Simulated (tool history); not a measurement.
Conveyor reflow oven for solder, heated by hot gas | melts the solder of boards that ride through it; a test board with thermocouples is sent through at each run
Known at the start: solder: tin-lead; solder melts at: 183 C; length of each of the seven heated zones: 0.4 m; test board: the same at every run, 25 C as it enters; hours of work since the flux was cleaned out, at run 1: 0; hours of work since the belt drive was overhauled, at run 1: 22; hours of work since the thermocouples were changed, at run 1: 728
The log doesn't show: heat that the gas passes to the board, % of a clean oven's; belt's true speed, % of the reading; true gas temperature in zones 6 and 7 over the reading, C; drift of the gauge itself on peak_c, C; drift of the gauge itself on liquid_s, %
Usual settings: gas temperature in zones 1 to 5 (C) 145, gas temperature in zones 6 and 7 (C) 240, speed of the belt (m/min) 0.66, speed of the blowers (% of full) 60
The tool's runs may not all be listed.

run	hour	gas temperature in zones 1 to 5 (C)	gas temperature in zones 6 and 7 (C)	speed of the belt (m/min)	speed of the blowers (% of full)	hours of work since the flux was cleaned out	hours of work since the belt drive was overhauled	hours of work since the thermocouples were changed	highest temperature of the board (C)	time above the solder's melting point (s)
1	0	145	240	0.66	60	0	22	728	222	60.6
# hour 55.4: thermocouples of zones 6 and 7 changed
2	70.6	145	240	0.66	60	29	51	6	225	61.9
3	111.9	145	240	0.66	60	47	69	24	224.1	61.5
4	148.3	145	240	0.66	60	62	84	39	223.8	61.9
5	204.3	145	240	0.66	60	86	108	63	223.9	61.7
6	241.1	145	240	0.66	60	101	123	79	223.5	61.3
7	306.4	145	240	0.66	60	129	151	106	223.3	61.5
8	364.7	145	240	0.66	60	154	176	131	223.3	61.1
9	434.6	145	231	0.66	60	184	205	161	215.2	55.9
10	505.7	145	231	0.66	60	214	236	191	215.1	55.5
11	558.7	145	240	0.63	60	236	258	213	223.9	64.9
12	622.9	145	240	0.66	55	263	285	241	221.1	59.9
13	664.4	138	240	0.66	60	281	303	258	221	57.2
14	716.1	138	240	0.66	70	303	325	280	223.1	59.1
15	764.3	138	240	0.66	60	323	345	301	220.8	57.1
16	830.3	148	240	0.66	52	351	373	329	220	60.4
# hour 845.4: flux residue cleaned out of gas plates and filters
17	908.2	130	254	0.728	60	27	404	360	229.6	54.7
18	949.1	130	254	0.728	60	44	422	377	229.2	54.6
19	998.2	159	240	0.556	60	65	442	398	230	83.9
20	1047.1	159	240	0.556	60	86	463	419	229.7	83.8
21	1103.2	150	240	0.642	73	109	487	442	227.2	67.8
22	1145.9	149	240	0.66	58	127	505	460	222.8	63.1
23	1182.4	138	240	0.627	58	143	520	476	222.3	61.8
24	1241.5	138	240	0.627	58	168	546	501	222.1	61.9
25	1295.6	138	240	0.627	58	191	568	524	222.1	61.5
26	1360	147	250	0.627	71	218	596	551	235	72.8
27	1428.5	140	250	0.543	69	247	625	580	237.2	82.6
28	1501.8	140	245	0.599	82	278	656	611	231.8	72.1
29	1569.7	158	248	0.735	52	307	685	640	224.9	60.7
30	1623.2	158	248	0.735	52	330	707	663	224.5	60.6

Hidden state or all else? Some run-to-run changes of highest temperature of the board (C), split into what the settings, what came in and random variation would give without the hidden state, and what is left for the hidden state (with any gauge scatter that isn't in both results):
Run 1 -> 2: thermocouples of zones 6 and 7 changed. highest temperature of the board (C) +3: hidden state +2.5, all else +0.5.
Run 10 -> 11: gas temperature in zones 6 and 7 (C) 231 -> 240, speed of the belt (m/min) 0.66 -> 0.63. highest temperature of the board (C) +8.8: hidden state -0.2, all else +9.
Run 16 -> 17: gas temperature in zones 1 to 5 (C) 148 -> 130, gas temperature in zones 6 and 7 (C) 240 -> 254, speed of the belt (m/min) 0.66 -> 0.728, speed of the blowers (% of full) 52 -> 60, flux residue cleaned out of gas plates and filters. highest temperature of the board (C) +9.6: hidden state +1.7, all else +7.9.
Run 25 -> 26: gas temperature in zones 1 to 5 (C) 138 -> 147, gas temperature in zones 6 and 7 (C) 240 -> 250, speed of the blowers (% of full) 58 -> 71. highest temperature of the board (C) +12.9: hidden state -0.4, all else +13.3.
Run 27 -> 28: gas temperature in zones 6 and 7 (C) 250 -> 245, speed of the belt (m/min) 0.543 -> 0.599, speed of the blowers (% of full) 69 -> 82. highest temperature of the board (C) -5.4: hidden state -0.6, all else -4.8.
